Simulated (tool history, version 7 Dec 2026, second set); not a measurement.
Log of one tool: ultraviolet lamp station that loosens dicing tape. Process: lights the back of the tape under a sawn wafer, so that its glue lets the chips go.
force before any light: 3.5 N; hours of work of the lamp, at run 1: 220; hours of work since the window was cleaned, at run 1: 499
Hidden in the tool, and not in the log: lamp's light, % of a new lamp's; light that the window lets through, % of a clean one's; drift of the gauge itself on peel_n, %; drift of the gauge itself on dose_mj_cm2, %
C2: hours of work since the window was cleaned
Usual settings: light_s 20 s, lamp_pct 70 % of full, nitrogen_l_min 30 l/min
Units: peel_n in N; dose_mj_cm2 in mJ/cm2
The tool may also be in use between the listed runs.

run 1 day=0.000 | light_s=20 lamp_pct=70 nitrogen_l_min=30 | hours_of_work_of_the_lamp=220 C2=499 | peel_n=0.773 dose_mj_cm2=276
run 2 day=0.221 | light_s=20 lamp_pct=70 nitrogen_l_min=30 | hours_of_work_of_the_lamp=223 C2=503 | peel_n=0.758 dose_mj_cm2=279
run 3 day=0.504 | light_s=20 lamp_pct=98 nitrogen_l_min=30 | hours_of_work_of_the_lamp=228 C2=507 | peel_n=0.464 dose_mj_cm2=385
run 4 day=0.725 | light_s=14 lamp_pct=70 nitrogen_l_min=30 | hours_of_work_of_the_lamp=231 C2=510 | peel_n=1.132 dose_mj_cm2=193
run 5 day=1.008 | light_s=20 lamp_pct=78 nitrogen_l_min=30 | hours_of_work_of_the_lamp=236 C2=515 | peel_n=0.659 dose_mj_cm2=306
run 6 day=1.375 | light_s=20 lamp_pct=78 nitrogen_l_min=30 | hours_of_work_of_the_lamp=241 C2=521 | peel_n=0.666 dose_mj_cm2=309
run 7 day=1.654 | light_s=20 lamp_pct=78 nitrogen_l_min=30 | hours_of_work_of_the_lamp=246 C2=525 | peel_n=0.646 dose_mj_cm2=300
run 8 day=1.821 | light_s=20 lamp_pct=78 nitrogen_l_min=30 | hours_of_work_of_the_lamp=248 C2=527 | peel_n=0.629 dose_mj_cm2=305
run 9 day=2.075 | light_s=39 lamp_pct=84 nitrogen_l_min=43 | hours_of_work_of_the_lamp=252 C2=531 | peel_n=0.174 dose_mj_cm2=635
run 10 day=2.396 | light_s=39 lamp_pct=84 nitrogen_l_min=43 | hours_of_work_of_the_lamp=257 C2=536 | peel_n=0.176 dose_mj_cm2=631
run 11 day=2.671 | light_s=12 lamp_pct=70 nitrogen_l_min=11 | hours_of_work_of_the_lamp=261 C2=541 | peel_n=1.886 dose_mj_cm2=164
run 12 day=2.854 | light_s=12 lamp_pct=70 nitrogen_l_min=11 | hours_of_work_of_the_lamp=264 C2=543 | peel_n=1.865 dose_mj_cm2=160
run 13 day=3.150 | light_s=12 lamp_pct=70 nitrogen_l_min=11 | hours_of_work_of_the_lamp=269 C2=548 | peel_n=1.825 dose_mj_cm2=163
run 14 day=3.412 | light_s=11 lamp_pct=70 nitrogen_l_min=30 | hours_of_work_of_the_lamp=273 C2=552 | peel_n=1.445 dose_mj_cm2=145
run 15 day=3.762 | light_s=19 lamp_pct=66 nitrogen_l_min=30 | hours_of_work_of_the_lamp=278 C2=557 | peel_n=0.913 dose_mj_cm2=233

Forecast each of these 5 alternatives for the next run:
run A day=3.929 | light_s=22 lamp_pct=66 nitrogen_l_min=12 | hours_of_work_of_the_lamp=281 C2=560 | peel_n=? dose_mj_cm2=?
run B day=3.929 | light_s=37 lamp_pct=66 nitrogen_l_min=30 | hours_of_work_of_the_lamp=281 C2=560 | peel_n=? dose_mj_cm2=?
run C day=3.929 | light_s=12 lamp_pct=96 nitrogen_l_min=22 | hours_of_work_of_the_lamp=281 C2=560 | peel_n=? dose_mj_cm2=?
run D day=3.929 | light_s=20 lamp_pct=86 nitrogen_l_min=9 | hours_of_work_of_the_lamp=281 C2=560 | peel_n=? dose_mj_cm2=?
run E day=3.929 | light_s=36 lamp_pct=66 nitrogen_l_min=30 | hours_of_work_of_the_lamp=281 C2=560 | peel_n=? dose_mj_cm2=?

run=A peel_n=1.132 dose_mj_cm2=280
run=B peel_n=0.318 dose_mj_cm2=464
run=C peel_n=1.135 dose_mj_cm2=216
run=D peel_n=1.045 dose_mj_cm2=324
run=E peel_n=0.337 dose_mj_cm2=448
Without the tool's hidden state the same runs would have given:
run=A peel_n=0.817 dose_mj_cm2=365
run=B peel_n=0.202 dose_mj_cm2=608
run=C peel_n=0.823 dose_mj_cm2=284
run=D peel_n=0.741 dose_mj_cm2=424
run=E peel_n=0.216 dose_mj_cm2=586

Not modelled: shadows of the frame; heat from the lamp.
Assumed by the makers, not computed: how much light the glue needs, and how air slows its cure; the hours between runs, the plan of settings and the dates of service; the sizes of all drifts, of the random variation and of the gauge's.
